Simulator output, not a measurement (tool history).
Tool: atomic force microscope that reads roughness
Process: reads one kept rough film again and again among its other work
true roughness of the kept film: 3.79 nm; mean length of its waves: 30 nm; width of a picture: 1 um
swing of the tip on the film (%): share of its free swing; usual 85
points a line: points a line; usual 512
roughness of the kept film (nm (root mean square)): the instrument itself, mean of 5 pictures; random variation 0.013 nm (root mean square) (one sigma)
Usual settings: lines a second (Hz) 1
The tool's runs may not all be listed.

run,day,lines a second (Hz),swing of the tip on the film (%),points a line,roughness of the kept film (nm (root mean square))
1,0,1,85,512,2.358
# day 0.246: new tip fitted
2,0.25,1,85,512,3.082
3,0.592,1,85,512,3.052
4,0.933,1,85,512,3.01
5,1.196,1,85,512,2.959
6,1.412,1,85,512,2.914
7,1.671,1,85,512,2.898
8,1.838,1,85,512,2.854
9,2.054,1,85,512,2.845
10,2.35,1,85,512,2.823
11,2.721,1,85,512,2.748
12,3.096,1,85,447,2.712
13,3.438,1,85,447,2.664
14,3.742,0.67,85,512,2.686
15,4.038,1,85,512,2.602
16,4.225,1,85,512,2.576
17,4.588,1,85,512,2.559
18,4.792,1,85,270,2.512
19,5.025,1,85,868,2.526
20,5.396,1,85,868,2.46
21,5.708,1,85,512,2.467
22,6.046,2.59,85,512,2.315
# day 6.421: new tip fitted
23,6.438,1,85,512,3.119
# day 6.496: height scale calibrated on a step standard
24,6.792,1,85,512,3.081
25,7.15,1,85,512,3.01
26,7.3,1,85,512,3.012
27,7.542,1,61,512,3.028
# day 7.733: height scale calibrated on a step standard, once more
28,7.871,1,64,512,2.963
29,8.042,1,64,512,2.961
30,8.296,3.41,64,512,2.839
31,8.6,3.41,64,512,2.799
32,8.875,1.89,62,496,2.821
33,9.104,0.72,62,680,2.806
34,9.358,0.72,62,455,2.788
35,9.671,0.72,62,455,2.78
36,9.879,0.72,62,455,2.722
37,10.062,1,72,512,2.695
38,10.321,1,72,512,2.638
39,10.571,0.94,76,451,2.589
40,10.792,1,71,294,2.592
41,11.025,0.63,60,589,2.599
42,11.258,0.93,81,389,2.55
43,11.438,1.3,85,442,2.47
44,11.767,1.3,85,442,2.446
45,11.938,1.3,85,442,2.433
46,12.138,1.25,61,909,2.498
47,12.462,1.25,61,909,2.469
# day 12.7: new tip fitted
48,12.775,1,77,512,3.122
49,13.121,1,77,512,3.063
50,13.358,3.69,57,707,3.048
51,13.592,2.21,87,580,2.837
52,13.796,2.21,83,321,2.831
53,14.117,2.94,78,323,2.783

4 ways to go on from here, each from the tool as it stands after run 53. What would each give?
A,14.429,1.3,85,512,?
B,14.429,1.74,85,409,?
C,14.429,0.74,67,975,?
D,14.429,2.94,78,944,?

run,roughness of the kept film (nm (root mean square))
A,2.836
B,2.786
C,2.948
D,2.74
Without the tool's hidden state the same runs would have given:
run,roughness of the kept film (nm (root mean square))
A,3.107
B,3.052
C,3.229
D,3.002
